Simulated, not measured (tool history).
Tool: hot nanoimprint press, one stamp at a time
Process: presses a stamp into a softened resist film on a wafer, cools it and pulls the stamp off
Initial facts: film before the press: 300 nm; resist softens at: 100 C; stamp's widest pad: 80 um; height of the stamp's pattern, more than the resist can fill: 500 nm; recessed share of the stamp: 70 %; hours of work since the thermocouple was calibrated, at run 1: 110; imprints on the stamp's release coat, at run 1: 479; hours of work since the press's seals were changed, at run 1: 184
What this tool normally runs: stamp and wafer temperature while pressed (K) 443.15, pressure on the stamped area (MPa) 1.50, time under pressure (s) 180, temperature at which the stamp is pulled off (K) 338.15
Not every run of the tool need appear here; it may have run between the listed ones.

run,day,stamp and wafer temperature while pressed (K),pressure on the stamped area (MPa),time under pressure (s),temperature at which the stamp is pulled off (K),hours of work since the thermocouple was calibrated,imprints on the stamp's release coat,hours of work since the press's seals were changed,resist left under the stamp's widest pad (Å),greatest force while the stamp is pulled off (N)
1,0.000,443.15,1.50,180,338.15,110,479,184,1543,204
2,1.988,443.15,1.50,180,338.15,136,648,209,1535,211
3,2.900,443.15,1.50,180,338.15,147,725,221,1550,208
4,4.683,443.15,1.50,180,338.15,170,876,244,1540,209
5,5.592,443.15,1.34,180,338.15,182,952,255,1632,212
6,7.396,443.15,1.22,180,338.15,205,1105,278,1680,212
7,8.571,452.15,1.37,180,338.15,220,1205,293,1163,209
8,9.762,442.15,1.19,110,342.15,235,1306,309,2027,202
9,11.083,442.15,1.19,110,342.15,252,1417,326,2025,195
10,12.079,443.15,1.50,180,325.15,265,1502,338,1551,231
# day 13.254: stamp cleaned and given a new release coat
11,13.717,443.15,1.50,180,325.15,283,39,356,1550,227
12,14.950,443.15,1.50,180,340.15,299,143,372,1542,192

Alternative continuations, all from the tool just after run 12; predict every row:
A,17.108,438.15,2.22,187,340.15,326,326,400,?,?
B,17.108,448.15,1.50,180,340.15,326,326,400,?,?
C,17.108,443.15,1.50,128,340.15,326,326,400,?,?

run,resist left under the stamp's widest pad (Å),greatest force while the stamp is pulled off (N)
A,1565,206
B,1304,206
C,1723,202
With the hidden condition removed and each run's random variation left untouched, the same runs would have given:
run,resist left under the stamp's widest pad (Å),greatest force while the stamp is pulled off (N)
A,1567,206
B,1305,205
C,1725,202
